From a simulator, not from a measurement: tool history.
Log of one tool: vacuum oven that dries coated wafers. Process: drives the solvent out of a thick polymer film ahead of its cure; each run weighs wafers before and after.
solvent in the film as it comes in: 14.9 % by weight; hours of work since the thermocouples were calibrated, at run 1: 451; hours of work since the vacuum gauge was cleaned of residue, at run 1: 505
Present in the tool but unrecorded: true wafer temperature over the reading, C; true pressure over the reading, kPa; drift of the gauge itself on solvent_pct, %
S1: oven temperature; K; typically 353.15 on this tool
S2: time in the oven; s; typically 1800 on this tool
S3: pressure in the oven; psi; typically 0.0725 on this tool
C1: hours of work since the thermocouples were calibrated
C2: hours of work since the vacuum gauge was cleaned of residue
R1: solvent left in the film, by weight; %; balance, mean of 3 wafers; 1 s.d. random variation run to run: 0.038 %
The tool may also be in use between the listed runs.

| run | hour | S1 | S2 | S3 | C1 | C2 | R1 |
|---|---|---|---|---|---|---|---|
| 1 | 0 | 353.15 | 1800 | 0.0725 | 451 | 505 | 3.56 |
| 2 | 68.4 | 353.15 | 1560 | 0.0725 | 505 | 559 | 4.17 |
| 3 | 126.4 | 353.15 | 1560 | 0.0725 | 552 | 606 | 4.19 |
| 4 | 203.6 | 353.15 | 1560 | 0.0725 | 613 | 667 | 4.19 |
| 5 | 273.3 | 353.15 | 1560 | 0.0725 | 669 | 723 | 4.13 |
| 6 | 348.3 | 353.15 | 1680 | 0.0725 | 728 | 782 | 3.88 |
| 7 | 426.2 | 339.15 | 1680 | 0.0725 | 790 | 844 | 7.04 |
| 8 | 494.2 | 339.15 | 1680 | 0.0725 | 845 | 899 | 7.13 |
| 9 | 528.9 | 353.15 | 1800 | 0.0725 | 872 | 926 | 3.65 |
| 10 | 593.5 | 353.15 | 1800 | 0.0763 | 924 | 978 | 3.63 |
| 11 | 629 | 341.15 | 1800 | 0.0763 | 952 | 1006 | 6.36 |
| 12 | 704.5 | 341.15 | 1800 | 0.0763 | 1012 | 1066 | 6.35 |
| 13 | 749 | 341.15 | 1800 | 0.0763 | 1048 | 1102 | 6.34 |
| 14 | 798.1 | 365.15 | 1800 | 0.0725 | 1087 | 1141 | 1.5 |
| 15 | 855 | 365.15 | 1800 | 0.0725 | 1132 | 1186 | 1.43 |
|  | 863.6 | oven's thermocouples calibrated |
| 16 | 890.1 | 365.15 | 2640 | 0.0725 | 21 | 1212 | 0.73 |
| 17 | 933.3 | 365.15 | 2640 | 0.0725 | 56 | 1247 | 0.74 |
| 18 | 1013.8 | 365.15 | 1800 | 0.0725 | 120 | 1311 | 1.43 |
|  | 1035.6 | oven's thermocouples calibrated, once more |
| 19 | 1050.3 | 353.15 | 2220 | 0.0629 | 12 | 1339 | 3.05 |
| 20 | 1127.4 | 353.15 | 2220 | 0.0629 | 73 | 1400 | 3.04 |
| 21 | 1175.8 | 353.15 | 2220 | 0.0629 | 112 | 1439 | 3.07 |
| 22 | 1209 | 355.15 | 1800 | 0.1217 | 138 | 1465 | 3.66 |
|  | 1240.2 | vacuum gauge cleaned of residue and calibrated |
| 23 | 1259.8 | 355.15 | 1800 | 0.1217 | 177 | 16 | 3.29 |
| 24 | 1296.9 | 355.15 | 1800 | 0.0712 | 207 | 45 | 3.15 |
| 25 | 1355.6 | 355.15 | 1800 | 0.0712 | 254 | 92 | 3.15 |
| 26 | 1426.5 | 355.15 | 1800 | 0.0712 | 310 | 149 | 3.16 |
| 27 | 1466.2 | 355.15 | 1800 | 0.0712 | 342 | 180 | 3.21 |
| 28 | 1503.8 | 340.15 | 1260 | 0.0712 | 372 | 210 | 7.8 |
| 29 | 1551.5 | 340.15 | 2820 | 0.0569 | 410 | 248 | 4.54 |
| 30 | 1632.5 | 349.15 | 2820 | 0.0569 | 474 | 313 | 2.54 |
| 31 | 1712.5 | 365.15 | 960 | 0.1195 | 538 | 376 | 3.81 |
| 32 | 1772.7 | 365.15 | 960 | 0.1195 | 586 | 424 | 3.83 |
| 33 | 1854.2 | 359.15 | 1860 | 0.0725 | 651 | 489 | 2.24 |

Alternative continuations, all from the tool just after run 33; predict every row:
| A | 1893.3 | 353.15 | 960 | 0.0661 | 682 | 520 | ? |
| B | 1893.3 | 353.15 | 2040 | 0.0725 | 682 | 520 | ? |
| C | 1893.3 | 351.15 | 2700 | 0.2325 | 682 | 520 | ? |

| run | R1 |
|---|---|
| A | 6.22 |
| B | 3.11 |
| C | 3.21 |
With no hidden state in the tool, these same runs would have given:
| run | R1 |
|---|---|
| A | 6.21 |
| B | 3.06 |
| C | 3.14 |
